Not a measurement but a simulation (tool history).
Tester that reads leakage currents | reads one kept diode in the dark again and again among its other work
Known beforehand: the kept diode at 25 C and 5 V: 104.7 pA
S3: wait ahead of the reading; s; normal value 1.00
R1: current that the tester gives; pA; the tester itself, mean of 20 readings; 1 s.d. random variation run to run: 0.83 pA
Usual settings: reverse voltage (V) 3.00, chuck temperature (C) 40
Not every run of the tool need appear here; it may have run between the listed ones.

Run 1, hour 0.0: usual settings. Result: R1 302.92 pA.
Run 2, hour 72.1: usual settings. Result: R1 305.03 pA.
Run 3, hour 146.2: usual settings. Result: R1 306.02 pA.
Run 4, hour 223.2: usual settings. Result: R1 305.35 pA.
Run 5, hour 307.5: usual settings. Result: R1 305.91 pA.
Run 6, hour 374.6: usual settings. Result: R1 306.77 pA.
At hour 469.8: chuck's temperature calibrated.
Run 7, hour 486.0: usual settings. Result: R1 273.80 pA.
Run 8, hour 572.9: usual settings. Result: R1 275.54 pA.
Run 9, hour 654.8: usual settings. Result: R1 276.25 pA.
Run 10, hour 704.9: usual settings. Result: R1 277.09 pA.
Run 11, hour 777.3: usual settings. Result: R1 278.20 pA.
Run 12, hour 866.8: usual settings. Result: R1 277.93 pA.
Run 13, hour 929.5: usual settings. Result: R1 279.55 pA.
Run 14, hour 1033.5: usual settings but S3 1.15 s. Result: R1 277.72 pA.
Run 15, hour 1107.1: usual settings but S3 1.15 s. Result: R1 279.74 pA.
Run 16, hour 1191.6: usual settings but S3 1.15 s. Result: R1 281.44 pA.
Run 17, hour 1287.2: usual settings but reverse voltage (V) 3.31, S3 5.61 s. Result: R1 293.08 pA.
At hour 1299.5: probe card cleaned and baked.
Run 18, hour 1355.4: usual settings but reverse voltage (V) 9.14, chuck temperature (C) 23, S3 6.94 s. Result: R1 120.87 pA.
Run 19, hour 1407.6: usual settings but reverse voltage (V) 2.07, chuck temperature (C) 23, S3 0.52 s. Result: R1 65.36 pA.
Run 20, hour 1491.2: usual settings but reverse voltage (V) 7.31, chuck temperature (C) 37. Result: R1 330.88 pA.
Run 21, hour 1570.9: usual settings but reverse voltage (V) 17.12, chuck temperature (C) 48, S3 0.37 s. Result: R1 1052.80 pA.
Run 22, hour 1637.8: usual settings but reverse voltage (V) 7.80, chuck temperature (C) 20, S3 0.50 s. Result: R1 93.94 pA.
Run 23, hour 1698.4: usual settings but reverse voltage (V) 7.80, chuck temperature (C) 20, S3 0.50 s. Result: R1 93.59 pA.
Run 24, hour 1778.9: usual settings but reverse voltage (V) 8.98. Result: R1 452.69 pA.
At hour 1816.9: probe card cleaned and baked, once more.
Run 25, hour 1889.7: usual settings but reverse voltage (V) 1.09, S3 0.98 s. Result: R1 188.54 pA.
Run 26, hour 2002.9: usual settings but reverse voltage (V) 1.09, S3 0.98 s. Result: R1 189.14 pA.

Run 27 has not been measured yet. What should we expect?
Run 27, hour 2089.0: usual settings but reverse voltage (V) 1.09, S3 0.98 s. Result: R1 ?.

R1: 190.18 pA
Had the tool carried no hidden state, the very same run would have given R1 183.61 pA.
